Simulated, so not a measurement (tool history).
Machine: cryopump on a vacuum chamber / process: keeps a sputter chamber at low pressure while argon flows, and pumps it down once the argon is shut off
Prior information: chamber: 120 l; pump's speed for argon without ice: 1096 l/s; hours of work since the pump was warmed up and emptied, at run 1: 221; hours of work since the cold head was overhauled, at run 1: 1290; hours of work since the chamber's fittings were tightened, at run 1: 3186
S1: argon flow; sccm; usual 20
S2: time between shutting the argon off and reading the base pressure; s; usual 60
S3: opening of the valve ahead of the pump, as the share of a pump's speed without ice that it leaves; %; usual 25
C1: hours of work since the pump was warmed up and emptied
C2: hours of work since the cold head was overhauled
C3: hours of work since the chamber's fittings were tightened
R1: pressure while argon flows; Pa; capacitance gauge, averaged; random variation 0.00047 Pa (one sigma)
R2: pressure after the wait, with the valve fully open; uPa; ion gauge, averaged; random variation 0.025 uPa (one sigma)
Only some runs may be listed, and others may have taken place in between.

{"run": 1, "hour": 0.0, "S1": 20, "S2": 60, "S3": 25, "C1": 221, "C2": 1290, "C3": 3186, "R1": 0.1264, "R2": 3.85}
{"run": 2, "hour": 39.9, "S1": 20, "S2": 60, "S3": 25, "C1": 253, "C2": 1323, "C3": 3219, "R1": 0.1269, "R2": 3.91}
{"run": 3, "hour": 92.1, "S1": 20, "S2": 60, "S3": 25, "C1": 296, "C2": 1365, "C3": 3261, "R1": 0.1282, "R2": 4.05}
{"run": 4, "hour": 132.3, "S1": 20, "S2": 60, "S3": 16, "C1": 328, "C2": 1397, "C3": 3294, "R1": 0.1961, "R2": 4.08}
{"run": 5, "hour": 165.5, "S1": 20, "S2": 232, "S3": 25, "C1": 355, "C2": 1424, "C3": 3320, "R1": 0.1276, "R2": 3.57}
{"run": 6, "hour": 188.1, "S1": 20, "S2": 75, "S3": 25, "C1": 374, "C2": 1443, "C3": 3339, "R1": 0.1287, "R2": 4.08}
{"run": 7, "hour": 227.5, "S1": 20, "S2": 75, "S3": 25, "C1": 406, "C2": 1475, "C3": 3371, "R1": 0.1291, "R2": 4.1}
{"run": 8, "hour": 257.4, "S1": 20, "S2": 75, "S3": 25, "C1": 430, "C2": 1499, "C3": 3395, "R1": 0.1293, "R2": 4.26}
{"run": 9, "hour": 282.2, "S1": 20, "S2": 140, "S3": 25, "C1": 450, "C2": 1519, "C3": 3415, "R1": 0.1291, "R2": 3.78}
{"run": 10, "hour": 322.8, "S1": 20, "S2": 140, "S3": 25, "C1": 483, "C2": 1552, "C3": 3448, "R1": 0.1297, "R2": 4}
{"hour": 364.5, "done": "pump warmed up, emptied and cooled again"}
{"run": 11, "hour": 367.0, "S1": 20, "S2": 140, "S3": 25, "C1": 2, "C2": 1584, "C3": 3480, "R1": 0.124, "R2": 3.51}
{"run": 12, "hour": 415.2, "S1": 29, "S2": 225, "S3": 31, "C1": 41, "C2": 1623, "C3": 3519, "R1": 0.1462, "R2": 3.44}
{"run": 13, "hour": 456.7, "S1": 14, "S2": 48, "S3": 17, "C1": 75, "C2": 1657, "C3": 3553, "R1": 0.128, "R2": 4.13}
{"run": 14, "hour": 479.4, "S1": 11, "S2": 37, "S3": 17, "C1": 93, "C2": 1675, "C3": 3571, "R1": 0.1017, "R2": 4.48}
{"run": 15, "hour": 525.2, "S1": 11, "S2": 143, "S3": 17, "C1": 130, "C2": 1712, "C3": 3608, "R1": 0.1002, "R2": 3.81}
{"run": 16, "hour": 559.2, "S1": 11, "S2": 143, "S3": 17, "C1": 158, "C2": 1740, "C3": 3636, "R1": 0.1011, "R2": 3.74}
{"run": 17, "hour": 594.3, "S1": 11, "S2": 48, "S3": 17, "C1": 186, "C2": 1768, "C3": 3664, "R1": 0.1008, "R2": 4.37}
{"hour": 612.5, "done": "leaking fittings of the chamber tightened, without venting"}
{"run": 18, "hour": 629.3, "S1": 11, "S2": 48, "S3": 17, "C1": 213, "C2": 1795, "C3": 14, "R1": 0.1014, "R2": 1.35}
{"run": 19, "hour": 680.0, "S1": 30, "S2": 138, "S3": 29, "C1": 254, "C2": 1836, "C3": 55, "R1": 0.1654, "R2": 0.73}

Each row is a separate what-if for the run after 19, all from the same tool condition, not one after another. Results?
{"run": "A", "hour": 722.9, "S1": 16, "S2": 23, "S3": 20, "C1": 289, "C2": 1871, "C3": 90, "R1": "?", "R2": "?"}
{"run": "B", "hour": 722.9, "S1": 19, "S2": 90, "S3": 40, "C1": 289, "C2": 1871, "C3": 90, "R1": "?", "R2": "?"}
{"run": "C", "hour": 722.9, "S1": 27, "S2": 120, "S3": 24, "C1": 289, "C2": 1871, "C3": 90, "R1": "?", "R2": "?"}
{"run": "D", "hour": 722.9, "S1": 32, "S2": 60, "S3": 25, "C1": 289, "C2": 1871, "C3": 90, "R1": "?", "R2": "?"}
{"run": "E", "hour": 722.9, "S1": 13, "S2": 54, "S3": 28, "C1": 289, "C2": 1871, "C3": 90, "R1": "?", "R2": "?"}

run=A R1=0.1269 R2=2.44
run=B R1=0.0772 R2=0.95
run=C R1=0.1782 R2=0.82
run=D R1=0.2033 R2=1.22
run=E R1=0.0737 R2=1.31
The same runs, with their run-to-run variation unchanged, on a tool lacking any hidden condition would have given:
run=A R1=0.1238 R2=2.24
run=B R1=0.0735 R2=0.76
run=C R1=0.173 R2=0.64
run=D R1=0.1972 R2=1.03
run=E R1=0.0713 R2=1.12
